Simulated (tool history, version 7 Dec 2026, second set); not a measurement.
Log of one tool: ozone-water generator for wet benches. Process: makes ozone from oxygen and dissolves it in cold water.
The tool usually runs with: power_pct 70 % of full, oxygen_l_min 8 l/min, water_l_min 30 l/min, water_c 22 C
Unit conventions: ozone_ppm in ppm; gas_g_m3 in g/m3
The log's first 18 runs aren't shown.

-- hour=430.4 contactor cleaned, once more
run 19 hour=432.1 | power_pct=51 oxygen_l_min=8 water_l_min=30 water_c=22 | ozone_ppm=14.9 gas_g_m3=133.3
run 20 hour=453.4 | power_pct=70 oxygen_l_min=8 water_l_min=29 water_c=18 | ozone_ppm=20.5 gas_g_m3=162.8
run 21 hour=482.3 | power_pct=70 oxygen_l_min=8 water_l_min=29 water_c=18 | ozone_ppm=20.6 gas_g_m3=164.3
run 22 hour=509.4 | power_pct=70 oxygen_l_min=8 water_l_min=29 water_c=18 | ozone_ppm=20 gas_g_m3=164.5
run 23 hour=525.4 | power_pct=70 oxygen_l_min=8 water_l_min=30 water_c=22 | ozone_ppm=18.6 gas_g_m3=163.8
run 24 hour=546.6 | power_pct=70 oxygen_l_min=11.74 water_l_min=30 water_c=22 | ozone_ppm=18.8 gas_g_m3=142.9
run 25 hour=573.3 | power_pct=70 oxygen_l_min=8.34 water_l_min=30 water_c=22 | ozone_ppm=18.7 gas_g_m3=162.1
run 26 hour=606.1 | power_pct=70 oxygen_l_min=8 water_l_min=30 water_c=26 | ozone_ppm=17.1 gas_g_m3=164.9
run 27 hour=630.3 | power_pct=70 oxygen_l_min=8 water_l_min=30 water_c=26 | ozone_ppm=17.4 gas_g_m3=164
run 28 hour=652.9 | power_pct=70 oxygen_l_min=8 water_l_min=30 water_c=26 | ozone_ppm=17.3 gas_g_m3=164.9
run 29 hour=680.5 | power_pct=70 oxygen_l_min=8 water_l_min=30 water_c=26 | ozone_ppm=17.2 gas_g_m3=164.5
run 30 hour=713 | power_pct=70 oxygen_l_min=11.99 water_l_min=30 water_c=20 | ozone_ppm=20 gas_g_m3=141.4
run 31 hour=740.1 | power_pct=70 oxygen_l_min=13.29 water_l_min=30 water_c=20 | ozone_ppm=19.5 gas_g_m3=135
run 32 hour=767.7 | power_pct=49 oxygen_l_min=8 water_l_min=30 water_c=22 | ozone_ppm=14.6 gas_g_m3=128.6
run 33 hour=794.2 | power_pct=51 oxygen_l_min=8 water_l_min=30 water_c=22 | ozone_ppm=14.7 gas_g_m3=133
run 34 hour=811.1 | power_pct=70 oxygen_l_min=5.88 water_l_min=31 water_c=22 | ozone_ppm=16.8 gas_g_m3=182.9

Below are 3 alternative next runs, each starting from the tool's condition after run 34. Predict each:
run A hour=832.6 | power_pct=70 oxygen_l_min=5.88 water_l_min=32 water_c=22 | ozone_ppm=? gas_g_m3=?
run B hour=832.6 | power_pct=44 oxygen_l_min=8 water_l_min=30 water_c=19 | ozone_ppm=? gas_g_m3=?
run C hour=832.6 | power_pct=99 oxygen_l_min=5.88 water_l_min=31 water_c=19 | ozone_ppm=? gas_g_m3=?

run=A ozone_ppm=16.7 gas_g_m3=182.4
run=B ozone_ppm=14.1 gas_g_m3=119.5
run=C ozone_ppm=21.8 gas_g_m3=229.9
Stripped of hidden state, with their random variation kept, the same runs would have yielded:
run=A ozone_ppm=17.4 gas_g_m3=188.5
run=B ozone_ppm=14.6 gas_g_m3=122.2
run=C ozone_ppm=22.8 gas_g_m3=239.4

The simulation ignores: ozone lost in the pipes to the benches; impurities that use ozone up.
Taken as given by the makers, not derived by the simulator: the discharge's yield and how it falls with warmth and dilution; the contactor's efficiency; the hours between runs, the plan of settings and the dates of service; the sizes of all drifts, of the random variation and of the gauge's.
